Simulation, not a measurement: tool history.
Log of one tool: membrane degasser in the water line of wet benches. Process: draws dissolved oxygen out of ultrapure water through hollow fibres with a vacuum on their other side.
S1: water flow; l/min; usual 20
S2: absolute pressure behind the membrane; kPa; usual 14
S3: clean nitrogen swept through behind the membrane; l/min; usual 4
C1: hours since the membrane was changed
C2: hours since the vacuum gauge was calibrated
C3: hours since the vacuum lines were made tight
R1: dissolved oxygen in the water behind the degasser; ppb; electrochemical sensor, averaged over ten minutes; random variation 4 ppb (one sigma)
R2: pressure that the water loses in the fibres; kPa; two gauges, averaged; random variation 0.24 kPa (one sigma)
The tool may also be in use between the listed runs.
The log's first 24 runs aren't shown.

run 25 day=116.546 | S1=16 S2=10.8 S3=1.94 | C1=4788 C2=921 C3=730 | R1=342.5 R2=50.74
run 26 day=121.825 | S1=16 S2=24.9 S3=4.37 | C1=4914 C2=1047 C3=857 | R1=388.9 R2=50.89
run 27 day=124.875 | S1=16 S2=24.9 S3=4.37 | C1=4988 C2=1121 C3=930 | R1=380.9 R2=51.14
run 28 day=128.383 | S1=16 S2=24.9 S3=4.37 | C1=5072 C2=1205 C3=1014 | R1=386.2 R2=50.89
run 29 day=135.179 | S1=20 S2=14 S3=2.77 | C1=5235 C2=1368 C3=1178 | R1=469.5 R2=63.64
run 30 day=141.279 | S1=20 S2=9 S3=1.74 | C1=5381 C2=1514 C3=1324 | R1=439.1 R2=63.57
run 31 day=144.383 | S1=20 S2=29 S3=1.74 | C1=5456 C2=1589 C3=1398 | R1=893.6 R2=63.72
run 32 day=148.221 | S1=20 S2=29 S3=1.74 | C1=5548 C2=1681 C3=1491 | R1=888.8 R2=63.69

4 ways to go on from here, each from the tool as it stands after run 32. What would each give?
run A day=154.679 | S1=20 S2=29 S3=3.49 | C1=5703 C2=1836 C3=1646 | R1=? R2=?
run B day=154.679 | S1=20 S2=9.2 S3=6.15 | C1=5703 C2=1836 C3=1646 | R1=? R2=?
run C day=154.679 | S1=18 S2=14 S3=2.08 | C1=5703 C2=1836 C3=1646 | R1=? R2=?
run D day=154.679 | S1=12 S2=11.7 S3=11.69 | C1=5703 C2=1836 C3=1646 | R1=? R2=?

run=A R1=612.5 R2=63.55
run=B R1=337.8 R2=63.75
run=C R1=455.3 R2=57.58
run=D R1=142.9 R2=38.23
Without the tool's hidden state the same runs would have given:
run=A R1=590.8 R2=62.11
run=B R1=315.8 R2=62.3
run=C R1=435.3 R2=56.27
run=D R1=131.4 R2=37.36
